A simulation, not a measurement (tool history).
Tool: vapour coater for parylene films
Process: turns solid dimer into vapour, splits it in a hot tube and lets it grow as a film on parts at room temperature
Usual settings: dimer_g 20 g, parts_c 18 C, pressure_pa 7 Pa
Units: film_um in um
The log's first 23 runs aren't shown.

run	hour	dimer_g	parts_c	pressure_pa	hours of work since the trap's valve was overhauled	hours of work since the table's thermometer was calibrated	film_um
24	416.2	20	18	7	192	527	11.09
25	435.5	20	18	7	207	543	11.1
26	454.6	8	18	7	223	559	4.38
# hour 465.5: trap's valve overhauled
27	482.8	24	18	7	14	578	13.39
28	496.5	24	18	7	25	589	13.11
29	516.5	24	18	7	41	605	13.37
30	540	24	18	7	60	624	13.44
31	552.1	35	12	5.24	70	634	23.85
32	568.9	35	12	5.24	84	648	23.93
33	583.3	35	12	5.24	95	660	24.12
34	602.9	35	12	5.24	111	675	23.97
35	628.3	35	12	5.24	132	696	23.7
36	648.1	20	25	2.84	148	712	10
37	669.7	20	24	8.58	165	729	9.02
38	691.8	20	16	11.77	183	747	11.08
39	715.1	10	17	2.38	202	766	6.56
40	732.8	10	17	2.38	216	781	6.42
# hour 750.6: trap's valve overhauled
41	755.3	18	14	8.75	4	796	10.91
42	775.6	23	12	4.44	20	812	16.34

The next listed run, before its measurement:
43	786.7	12	17	7.95	29	821	?

film_um: 6.81 um
Without the tool's hidden state the same run would have given film_um 6.81 um.
